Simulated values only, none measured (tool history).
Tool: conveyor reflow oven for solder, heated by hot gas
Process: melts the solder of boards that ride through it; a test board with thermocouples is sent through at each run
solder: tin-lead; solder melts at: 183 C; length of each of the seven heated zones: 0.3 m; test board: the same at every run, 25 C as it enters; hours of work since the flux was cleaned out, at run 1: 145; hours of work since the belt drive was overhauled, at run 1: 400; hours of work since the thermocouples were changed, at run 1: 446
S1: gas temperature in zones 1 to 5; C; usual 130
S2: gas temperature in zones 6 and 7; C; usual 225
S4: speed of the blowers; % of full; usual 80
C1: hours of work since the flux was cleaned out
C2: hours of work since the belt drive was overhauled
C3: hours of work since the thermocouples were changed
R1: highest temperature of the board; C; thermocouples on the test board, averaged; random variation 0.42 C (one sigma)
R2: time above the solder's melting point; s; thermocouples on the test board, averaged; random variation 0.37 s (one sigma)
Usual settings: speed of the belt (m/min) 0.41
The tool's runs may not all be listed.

run 1 hour=0.0 | S1=130 S2=225 speed_of_the_belt_(m/min)=0.41 S4=80 | C1=145 C2=400 C3=446 | R1=212.8 R2=61.8
run 2 hour=12.0 | S1=130 S2=225 speed_of_the_belt_(m/min)=0.41 S4=80 | C1=150 C2=405 C3=451 | R1=213.2 R2=61.7
run 3 hour=28.9 | S1=130 S2=225 speed_of_the_belt_(m/min)=0.41 S4=80 | C1=157 C2=413 C3=458 | R1=212.0 R2=61.8
run 4 hour=50.8 | S1=130 S2=218 speed_of_the_belt_(m/min)=0.41 S4=80 | C1=166 C2=422 C3=467 | R1=206.5 R2=54.7
run 5 hour=61.8 | S1=117 S2=218 speed_of_the_belt_(m/min)=0.41 S4=80 | C1=171 C2=427 C3=472 | R1=204.5 R2=48.8
run 6 hour=86.2 | S1=117 S2=218 speed_of_the_belt_(m/min)=0.41 S4=80 | C1=182 C2=437 C3=483 | R1=204.4 R2=48.1
run 7 hour=110.8 | S1=130 S2=225 speed_of_the_belt_(m/min)=0.41 S4=80 | C1=192 C2=448 C3=493 | R1=212.8 R2=61.3
run 8 hour=125.4 | S1=130 S2=225 speed_of_the_belt_(m/min)=0.41 S4=80 | C1=199 C2=454 C3=500 | R1=212.4 R2=60.8

Run 9 comes next. What will it give?
run 9 hour=138.7 | S1=130 S2=225 speed_of_the_belt_(m/min)=0.41 S4=80 | C1=204 C2=460 C3=505 | R1=? R2=?

{"run 9": {"R1": 212.1, "R2": 60.4}}
Without the tool's hidden state the same run would have given R1 214.8 C, R2 63.1 s.
